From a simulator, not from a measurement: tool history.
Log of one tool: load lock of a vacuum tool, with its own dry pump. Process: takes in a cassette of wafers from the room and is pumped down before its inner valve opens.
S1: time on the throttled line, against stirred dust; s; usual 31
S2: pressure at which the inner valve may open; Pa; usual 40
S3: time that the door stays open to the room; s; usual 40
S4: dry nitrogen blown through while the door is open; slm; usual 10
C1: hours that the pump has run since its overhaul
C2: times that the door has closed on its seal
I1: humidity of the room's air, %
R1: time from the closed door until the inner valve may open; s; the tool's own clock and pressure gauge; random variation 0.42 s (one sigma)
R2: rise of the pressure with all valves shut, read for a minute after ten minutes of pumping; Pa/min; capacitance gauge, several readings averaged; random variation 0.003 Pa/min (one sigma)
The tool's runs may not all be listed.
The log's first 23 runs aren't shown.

Run 24, day 192.862: usual settings but S1 30 s, S2 52 Pa; C1 9706; C2 13597; I1 43.8. Result: R1 49.6 s, R2 0.221 Pa/min.
Run 25, day 204.262: usual settings but S1 48 s, S2 52 Pa, S3 231 s; C1 9980; C2 13898; I1 47.5. Result: R1 63.6 s, R2 0.276 Pa/min.
Run 26, day 211.567: usual settings but S1 56 s, S4 9 slm; C1 10155; C2 14091; I1 43.8. Result: R1 70.8 s, R2 0.231 Pa/min.
Run 27, day 222.767: usual settings but S2 43 Pa, S3 50 s; C1 10424; C2 14387; I1 45. Result: R1 52.2 s, R2 0.246 Pa/min.
Run 28, day 227.975: usual settings but S2 65 Pa, S4 28 slm; C1 10549; C2 14525; I1 44.4. Result: R1 50.5 s, R2 0.228 Pa/min.
Run 29, day 237.433: usual settings but S1 57 s, S2 30 Pa, S3 114 s, S4 13 slm; C1 10776; C2 14774; I1 50.3. Result: R1 72.1 s, R2 0.278 Pa/min.
Run 30, day 243.579: usual settings but S1 57 s, S2 66 Pa, S3 87 s, S4 8 slm; C1 10923; C2 14937; I1 46.8. Result: R1 69.3 s, R2 0.274 Pa/min.
Run 31, day 251.933: usual settings but S1 57 s, S2 66 Pa, S3 87 s, S4 8 slm; C1 11124; C2 15157; I1 47.5. Result: R1 69.8 s, R2 0.274 Pa/min.
Run 32, day 263.496: usual settings but S1 29 s, S4 13 slm; C1 11401; C2 15462; I1 47.8. Result: R1 50.9 s, R2 0.264 Pa/min.
Run 33, day 273.492: usual settings but S1 29 s, S4 13 slm; C1 11641; C2 15726; I1 44.1. Result: R1 52.3 s, R2 0.261 Pa/min.
Run 34, day 284.546: usual settings but S1 28 s, S2 77 Pa, S3 30 s, S4 43 slm; C1 11907; C2 16018; I1 46.2. Result: R1 47.7 s, R2 0.266 Pa/min.
Run 35, day 292.821: usual settings but S1 30 s, S2 77 Pa, S3 113 s, S4 43 slm; C1 12105; C2 16237; I1 46. Result: R1 49.1 s, R2 0.292 Pa/min.
Run 36, day 300.946: usual settings but S1 26 s; C1 12300; C2 16451; I1 42.6. Result: R1 49.3 s, R2 0.294 Pa/min.
Run 37, day 311.979: usual settings but S1 24 s, S2 78 Pa, S3 53 s, S4 5 slm; C1 12565; C2 16743; I1 45.8. Result: R1 46.1 s, R2 0.307 Pa/min.

4 ways to go on from here, each from the tool as it stands after run 37. What would each give?
At day 318.604: dry pump taken out, an overhauled one fitted.
Run A, day 322.65: usual settings but S1 24 s, S2 37 Pa, S3 33 s, S4 29 slm; C1 97; C2 17018; I1 45.2. Result: R1 ?, R2 ?.
At day 318.604: dry pump taken out, an overhauled one fitted.
Run B, day 322.65: usual settings but S1 24 s, S2 41 Pa, S3 107 s, S4 5 slm; C1 97; C2 17018; I1 47.4. Result: R1 ?, R2 ?.
At day 318.604: dry pump taken out, an overhauled one fitted.
Run C, day 322.65: usual settings but S1 24 s, S2 78 Pa, S3 107 s, S4 24 slm; C1 97; C2 17018; I1 44.7. Result: R1 ?, R2 ?.
At day 318.604: dry pump taken out, an overhauled one fitted.
Run D, day 322.65: usual settings but S1 24 s, S2 78 Pa, S3 28 s, S4 5 slm; C1 97; C2 17018; I1 44.5. Result: R1 ?, R2 ?.

run    R1     R2
  A    43  0.295
  B    43  0.334
  C  40.9  0.313
  D  40.4  0.303
Without the tool's hidden state the same runs would have given:
run    R1     R2
  A    43  0.024
  B    43  0.061
  C  40.9  0.044
  D  40.4  0.028

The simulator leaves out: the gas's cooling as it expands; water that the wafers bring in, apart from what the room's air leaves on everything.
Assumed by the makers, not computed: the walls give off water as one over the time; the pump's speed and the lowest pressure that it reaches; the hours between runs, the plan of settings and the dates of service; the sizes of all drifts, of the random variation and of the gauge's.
